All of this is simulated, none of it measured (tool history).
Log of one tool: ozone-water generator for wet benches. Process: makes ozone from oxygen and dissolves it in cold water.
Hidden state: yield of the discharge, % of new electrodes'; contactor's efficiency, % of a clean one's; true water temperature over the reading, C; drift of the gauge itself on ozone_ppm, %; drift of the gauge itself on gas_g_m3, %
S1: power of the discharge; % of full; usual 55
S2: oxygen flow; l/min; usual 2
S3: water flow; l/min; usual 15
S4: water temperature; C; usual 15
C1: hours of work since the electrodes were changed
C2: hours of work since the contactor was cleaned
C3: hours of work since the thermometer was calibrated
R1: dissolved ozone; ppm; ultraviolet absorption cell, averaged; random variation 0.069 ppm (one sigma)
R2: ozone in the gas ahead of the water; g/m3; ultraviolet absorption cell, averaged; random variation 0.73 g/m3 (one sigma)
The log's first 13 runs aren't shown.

{"run": 14, "day": 22.25, "S1": 55, "S2": 1.28, "S3": 15, "S4": 12, "C1": 1143, "C2": 5220, "C3": 1377, "R1": 6.47, "R2": 139.9}
{"run": 15, "day": 24.538, "S1": 55, "S2": 1.28, "S3": 15, "S4": 12, "C1": 1188, "C2": 5265, "C3": 1422, "R1": 6.45, "R2": 140.5}
{"run": 16, "day": 25.725, "S1": 55, "S2": 2, "S3": 15, "S4": 15, "C1": 1211, "C2": 5289, "C3": 1445, "R1": 7.66, "R2": 119.7}
{"run": 17, "day": 27.9, "S1": 81, "S2": 2, "S3": 18, "S4": 15, "C1": 1254, "C2": 5331, "C3": 1488, "R1": 8.39, "R2": 158.6}
{"run": 18, "day": 29.604, "S1": 81, "S2": 1.09, "S3": 18, "S4": 15, "C1": 1288, "C2": 5365, "C3": 1521, "R1": 6.33, "R2": 196}
{"run": 19, "day": 30.542, "S1": 69, "S2": 1.09, "S3": 24, "S4": 8, "C1": 1306, "C2": 5383, "C3": 1540, "R1": 4.21, "R2": 173.9}
{"run": 20, "day": 31.588, "S1": 55, "S2": 2, "S3": 15, "S4": 12, "C1": 1326, "C2": 5404, "C3": 1560, "R1": 7.82, "R2": 121.1}
{"run": 21, "day": 33.733, "S1": 58, "S2": 2.98, "S3": 16, "S4": 11, "C1": 1369, "C2": 5446, "C3": 1603, "R1": 8.88, "R2": 108.4}
{"run": 22, "day": 35.608, "S1": 58, "S2": 2.98, "S3": 23, "S4": 20, "C1": 1406, "C2": 5483, "C3": 1639, "R1": 5.81, "R2": 109}
{"run": 23, "day": 36.883, "S1": 58, "S2": 2.98, "S3": 23, "S4": 20, "C1": 1431, "C2": 5508, "C3": 1665, "R1": 5.66, "R2": 108.3}
{"run": 24, "day": 39.083, "S1": 55, "S2": 1.03, "S3": 14, "S4": 8, "C1": 1474, "C2": 5551, "C3": 1708, "R1": 6.41, "R2": 150.6}
{"run": 25, "day": 41.025, "S1": 46, "S2": 3.58, "S3": 11, "S4": 13, "C1": 1512, "C2": 5590, "C3": 1746, "R1": 10.57, "R2": 86}
{"run": 26, "day": 42.675, "S1": 86, "S2": 1.13, "S3": 15, "S4": 23, "C1": 1544, "C2": 5622, "C3": 1778, "R1": 7.71, "R2": 200.8}
{"run": 27, "day": 44.288, "S1": 55, "S2": 2.85, "S3": 15, "S4": 15, "C1": 1576, "C2": 5654, "C3": 1810, "R1": 8.56, "R2": 105.9}
{"run": 28, "day": 46.042, "S1": 79, "S2": 1.87, "S3": 14, "S4": 15, "C1": 1611, "C2": 5688, "C3": 1845, "R1": 10.3, "R2": 158.7}
{"run": 29, "day": 47.183, "S1": 79, "S2": 1.87, "S3": 14, "S4": 15, "C1": 1633, "C2": 5711, "C3": 1867, "R1": 10.33, "R2": 158.4}
{"run": 30, "day": 48.754, "S1": 59, "S2": 2.83, "S3": 9, "S4": 7, "C1": 1664, "C2": 5741, "C3": 1898, "R1": 15.33, "R2": 112.2}
{"run": 31, "day": 51.017, "S1": 68, "S2": 3.07, "S3": 16, "S4": 10, "C1": 1709, "C2": 5786, "C3": 1942, "R1": 10.1, "R2": 120.5}
{"run": 32, "day": 52.646, "S1": 65, "S2": 2, "S3": 15, "S4": 15, "C1": 1741, "C2": 5818, "C3": 1974, "R1": 8.5, "R2": 134.3}

3 ways to go on from here, each from the tool as it stands after run 32. What would each give?
{"run": "A", "day": 54.658, "S1": 65, "S2": 2, "S3": 15, "S4": 15, "C1": 1780, "C2": 5858, "C3": 2014, "R1": "?", "R2": "?"}
{"run": "B", "day": 54.658, "S1": 44, "S2": 1.61, "S3": 15, "S4": 15, "C1": 1780, "C2": 5858, "C3": 2014, "R1": "?", "R2": "?"}
{"run": "C", "day": 54.658, "S1": 61, "S2": 2.31, "S3": 15, "S4": 10, "C1": 1780, "C2": 5858, "C3": 2014, "R1": "?", "R2": "?"}

run=A R1=8.61 R2=135.2
run=B R1=5.8 R2=109.8
run=C R1=9.04 R2=122.7
Without the tool's hidden state the same runs would have given:
run=A R1=9.49 R2=139
run=B R1=6.34 R2=112
run=C R1=9.95 R2=126.1
